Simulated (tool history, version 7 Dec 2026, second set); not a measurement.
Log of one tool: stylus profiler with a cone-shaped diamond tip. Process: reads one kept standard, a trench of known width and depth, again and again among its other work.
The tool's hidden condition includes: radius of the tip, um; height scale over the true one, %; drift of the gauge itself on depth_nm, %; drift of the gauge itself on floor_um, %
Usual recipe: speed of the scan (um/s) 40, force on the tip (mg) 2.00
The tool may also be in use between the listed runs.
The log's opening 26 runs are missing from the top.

run	hour	speed of the scan (um/s)	force on the tip (mg)	scans with this tip	hours of work since the height scale was calibrated	depth of the trench (Å)	width of the trench's floor (nm)
27	770.4	12	1.07	4563	416	5029.5	26500
28	790.2	12	1.07	4678	426	5028.2	26460
29	827.6	102	0.80	4894	446	5026.7	26050
30	851.1	102	0.80	5030	458	5024.5	26090
31	893.5	40	3.23	5275	481	5046.1	26380
32	926.1	151	3.89	5463	498	5051.9	26180
33	949.2	67	5.69	5596	510	5066.7	26330
34	981.3	11	0.86	5782	527	5028.7	26360
35	1006.0	18	0.78	5924	540	5026.6	26320
36	1028.9	39	0.99	6057	552	5028.8	26210
37	1067.5	105	0.73	6279	572	5027.9	25910

Consider 3 possible next runs. They are alternatives, not a sequence: every one starts from the tool as it was left by run 37. What does each give?
A	1098.4	52	0.73	6457	589	?	?
B	1098.4	29	2.00	6457	589	?	?
C	1098.4	36	2.00	6457	589	?	?

run	depth of the trench (Å)	width of the trench's floor (nm)
A	5027.9	26120
B	5036.8	26230
C	5038.7	26220
With the hidden condition removed and each run's random variation left untouched, the same runs would have given:
run	depth of the trench (Å)	width of the trench's floor (nm)
A	5014.5	26790
B	5023.4	26900
C	5025.3	26890
